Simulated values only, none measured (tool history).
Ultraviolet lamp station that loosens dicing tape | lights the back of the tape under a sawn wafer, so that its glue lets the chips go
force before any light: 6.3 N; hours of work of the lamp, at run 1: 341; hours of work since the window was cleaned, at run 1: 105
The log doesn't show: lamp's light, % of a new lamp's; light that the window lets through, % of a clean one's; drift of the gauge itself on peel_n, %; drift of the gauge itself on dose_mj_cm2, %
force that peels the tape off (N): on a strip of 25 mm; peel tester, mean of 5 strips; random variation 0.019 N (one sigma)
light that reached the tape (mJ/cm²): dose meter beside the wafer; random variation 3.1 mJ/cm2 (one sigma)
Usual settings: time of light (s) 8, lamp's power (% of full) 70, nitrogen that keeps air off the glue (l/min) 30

run   hour  time of light (s)  lamp's power (% of full)  nitrogen that keeps air off the glue (l/min)  hours of work of the lamp  hours of work since the window was cleaned  force that peels the tape off (N)  light that reached the tape (mJ/cm²)
  1      0                  8                        70                                            30                        341                                         105                              1.078                                   403
  2      9                  8                        62                                            30                        345                                         109                              1.312                                   356
  3   23.1                  8                        70                                            30                        353                                         117                              1.115                                   397
  4   30.6                  7                        70                                            30                        356                                         120                              1.387                                   353
  5     41                  8                        70                                            30                        362                                         126                              1.181                                   397
  6   47.9                  8                        70                                            30                        365                                         129                              1.103                                   395
  7   60.9                  8                        70                                            30                        372                                         136                              1.159                                   397
      62.6  -- window cleaned of glue's vapour
  8   71.9                  8                        70                                            30                        377                                           5                              1.242                                   375
  9   84.3                  8                        70                                            30                        383                                          11                              1.281                                   372
 10   97.3                  8                        70                                            30                        390                                          18                              1.285                                   371
 11    113                  6                        81                                            30                        398                                          26                              1.566                                   324
 12  127.4                  6                        81                                            30                        405                                          33                              1.586                                   322
       132  -- window cleaned of glue's vapour, once more
 13  144.1                 16                        78                                            30                        414                                           6                              0.263                                   927
 14  160.1                 16                        78                                            30                        422                                          14                              0.255                                   915
 15  172.8                  7                        70                                            24                        428                                          21                              1.409                                   362
 16  188.2                 14                        64                                            12                        436                                          29                               0.72                                   660
 17  203.9                  8                        83                                            30                        444                                          37                              0.831                                   488
 18  211.6                 14                        66                                            17                        448                                          41                              0.611                                   676
 19  223.8                 15                        76                                            10                        454                                          47                              0.529                                   819
 20    238                  9                        79                                            19                        461                                          54                              0.907                                   518

Some steps in force that peels the tape off (N) between neighbouring runs. How much of each would the tool show without its hidden state too (settings, what came in, random variation), and how much is left for the hidden state, with any gauge scatter that isn't in both results?
Run 12 -> 13: time of light (s) 6 -> 16, lamp's power (% of full) 81 -> 78, window cleaned of glue's vapour, once more. force that peels the tape off (N) -1.323: hidden state -0.41, all else -0.913.
Run 14 -> 15: time of light (s) 16 -> 7, lamp's power (% of full) 78 -> 70, nitrogen that keeps air off the glue (l/min) 30 -> 24. force that peels the tape off (N) +1.154: hidden state +0.18, all else +0.974.

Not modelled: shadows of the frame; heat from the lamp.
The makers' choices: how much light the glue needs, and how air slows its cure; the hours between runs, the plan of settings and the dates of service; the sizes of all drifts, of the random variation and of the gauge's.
